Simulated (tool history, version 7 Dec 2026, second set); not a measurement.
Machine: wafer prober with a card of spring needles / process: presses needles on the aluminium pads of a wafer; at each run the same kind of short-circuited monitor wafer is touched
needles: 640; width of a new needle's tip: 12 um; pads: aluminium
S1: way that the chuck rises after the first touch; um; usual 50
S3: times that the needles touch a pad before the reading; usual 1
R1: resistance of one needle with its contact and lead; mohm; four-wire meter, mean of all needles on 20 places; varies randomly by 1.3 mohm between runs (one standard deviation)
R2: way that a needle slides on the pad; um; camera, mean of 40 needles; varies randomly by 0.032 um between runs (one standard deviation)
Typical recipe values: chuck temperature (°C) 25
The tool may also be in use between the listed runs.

run 1 hour=0 | S1=50 chuck_temperature_(°C)=25 S3=1 | R1=108 R2=11.04
run 2 hour=4.4 | S1=50 chuck_temperature_(°C)=25 S3=1 | R1=107 R2=11.02
-- hour=6 tips cleaned on abrasive film
run 3 hour=9.5 | S1=50 chuck_temperature_(°C)=25 S3=1 | R1=110 R2=11.07
run 4 hour=15.9 | S1=50 chuck_temperature_(°C)=25 S3=1 | R1=107 R2=11.03
-- hour=16.7 tips cleaned on abrasive film
run 5 hour=26.2 | S1=50 chuck_temperature_(°C)=94 S3=1 | R1=117 R2=11.09
-- hour=27.6 tips cleaned on abrasive film
run 6 hour=34.2 | S1=50 chuck_temperature_(°C)=25 S3=1 | R1=110 R2=11.06
-- hour=38.4 tips cleaned on abrasive film
run 7 hour=40.2 | S1=47 chuck_temperature_(°C)=95 S3=1 | R1=123 R2=10.44
-- hour=49 tips cleaned on abrasive film
run 8 hour=49 | S1=47 chuck_temperature_(°C)=95 S3=1 | R1=120 R2=10.4
run 9 hour=54.7 | S1=47 chuck_temperature_(°C)=95 S3=1 | R1=119 R2=10.41
-- hour=59.4 tips cleaned on abrasive film
run 10 hour=60 | S1=47 chuck_temperature_(°C)=95 S3=1 | R1=121 R2=10.37

Each row is a separate what-if for the run after 10, all from the same tool condition, not one after another. Results?
-- hour=69.7 tips cleaned on abrasive film
run A hour=69.7 | S1=50 chuck_temperature_(°C)=95 S3=1 | R1=? R2=?
-- hour=69.7 tips cleaned on abrasive film
run B hour=69.7 | S1=48 chuck_temperature_(°C)=57 S3=2 | R1=? R2=?
-- hour=69.7 tips cleaned on abrasive film
run C hour=69.7 | S1=47 chuck_temperature_(°C)=95 S3=3 | R1=? R2=?
-- hour=69.7 tips cleaned on abrasive film
run D hour=69.7 | S1=54 chuck_temperature_(°C)=95 S3=1 | R1=? R2=?
-- hour=69.7 tips cleaned on abrasive film
run E hour=69.7 | S1=37 chuck_temperature_(°C)=46 S3=2 | R1=? R2=?

run=A R1=118 R2=11.02
run=B R1=114 R2=10.62
run=C R1=118 R2=10.4
run=D R1=118 R2=11.94
run=E R1=118 R2=8.21
Without the tool's unlogged condition, the same runs would have read:
run=A R1=118 R2=11.02
run=B R1=114 R2=10.62
run=C R1=118 R2=10.4
run=D R1=118 R2=11.94
run=E R1=118 R2=8.21
